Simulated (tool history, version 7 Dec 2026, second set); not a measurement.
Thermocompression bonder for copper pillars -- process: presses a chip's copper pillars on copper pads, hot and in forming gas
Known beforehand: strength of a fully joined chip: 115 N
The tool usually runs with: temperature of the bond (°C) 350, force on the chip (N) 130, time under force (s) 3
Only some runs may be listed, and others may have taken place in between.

run   hour  temperature of the bond (°C)  force on the chip (N)  time under force (s)  force that shears a chip off (N)
  1    0.0                           350                    130                     3                              57.7
  2   26.1                           350                    130                     3                              57.9
  3   58.2                           350                    130                     3                              57.3
  4   93.6                           350                    130                     3                              57.6
  5  127.2                           350                    149                     3                              65.2
  6  145.4                           350                    149                     3                              65.0
  7  173.4                           350                    149                     3                              64.9
     186.0  -- forming gas filter changed
  8  205.3                           350                    149                     3                              64.8
  9  230.9                           350                    163                     3                              69.9
 10  259.8                           350                    163                     3                              69.7
 11  275.3                           350                    163                     3                              70.0
 12  301.8                           350                    163                     3                              70.1
 13  335.4                           350                    130                     3                              56.5
 14  353.1                           350                    130                     3                              56.8
 15  370.7                           350                    130                     3                              56.5
 16  402.3                           350                    130                     2                              48.6
 17  418.1                           350                    130                     2                              48.7
 18  435.6                           350                    112                     3                              48.3
     456.9  -- gauge calibrated
 19  460.1                           350                    112                     3                              49.8
     469.7  -- forming gas filter changed
 20  495.0                           350                    112                     3                              49.6
 21  512.3                           350                    112                     3                              49.6
 22  535.3                           350                    112                     3                              49.8
 23  556.3                           350                    147                     6                              78.8
 24  583.9                           350                    147                     6                              79.1

Estimate the outcome of run 25 from the log above:
 25  616.4                           350                    147                     6                                 ?

Run 25 gave force that shears a chip off (N) 79.2.
Without the tool's hidden state the same run would have given force that shears a chip off (N) 80.3.
